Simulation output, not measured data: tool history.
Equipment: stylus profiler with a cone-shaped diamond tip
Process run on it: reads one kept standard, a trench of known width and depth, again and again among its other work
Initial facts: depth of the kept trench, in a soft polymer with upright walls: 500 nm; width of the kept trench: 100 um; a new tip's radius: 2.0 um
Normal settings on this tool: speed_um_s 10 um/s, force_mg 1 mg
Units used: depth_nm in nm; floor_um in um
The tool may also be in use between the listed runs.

run   hour  speed_um_s  force_mg  depth_nm  floor_um
  1      0          10         1    501.25     96.83
  2   23.2          10      1.58    501.98      96.8
  3   33.3          10      1.58    501.94     96.87
  4   53.4          10      1.58    501.91     96.81
  5   66.5          10      1.16    501.35     96.77
  6   90.2          10         1    501.49     96.77
  7  112.8          10         1    501.26     96.71
  8  128.6          10      1.48    501.69     96.75
  9  142.2          10         1    501.15     96.71
 10  158.6          10         1    501.06     96.68
 11  169.8          10      0.96    501.02     96.68
 12  183.4          10      0.96    501.17      96.7
 13  199.3           9         1    501.07     96.74
 14  212.1           9      2.02    502.16     96.69
 15  233.3           9      2.02    501.84     96.69
 16  253.4          21      1.85    502.08     96.62
 17  266.5           3      1.11    501.06     96.64
 18  280.6           3      0.64    500.68     96.72
 19  302.3           3      0.64    500.42     96.68
 20  322.4          10      0.42    500.59     96.55
     324.8  -- height scale calibrated on a step standard
 21  342.9          10      0.58    500.29     96.56
 22    354           4      1.44    501.01     96.66
 23  372.4           7      0.66    500.43     96.55
 24  391.1           3      1.67    501.16     96.59
 25  405.4           3      1.67    501.02     96.64
 26  422.9          14       0.7    500.21     96.45
 27  442.6           3         1    500.62     96.59
     448.8  -- height scale calibrated on a step standard, once more
 28  465.7          10      0.79    501.04     96.47
 29    483           4      1.08    501.19      96.5
 30  505.4           4      1.08    501.37     96.52

Measured result minus the same run's result without the hidden state. Both carry the same run-to-run variation, though not necessarily the same gauge scatter:
The tool's hidden condition here consists of: radius of the tip, um; height scale over the true one, %; drift of the gauge itself on depth_nm, %; drift of the gauge itself on floor_um, %.
run  depth_nm  floor_um
  1      -0.3     -0.46
  2     -0.32     -0.47
  3     -0.33     -0.48
  4     -0.34      -0.5
  5     -0.36     -0.51
  6     -0.38     -0.52
  7      -0.4     -0.54
  8     -0.41     -0.56
  9     -0.43     -0.57
 10     -0.44     -0.57
 11     -0.45     -0.58
 12     -0.46     -0.59
 13     -0.47      -0.6
 14     -0.48     -0.62
 15      -0.5     -0.63
 16     -0.52     -0.65
 17     -0.54     -0.65
 18     -0.55     -0.67
 19     -0.56     -0.68
 20     -0.59      -0.7
 21     -0.96      -0.7
 22     -0.97     -0.72
 23     -0.98     -0.73
 24        -1     -0.74
 25     -1.02     -0.75
 26     -1.03     -0.76
 27     -1.06     -0.78
 28      -0.4      -0.8
 29     -0.42     -0.81
 30     -0.45     -0.82
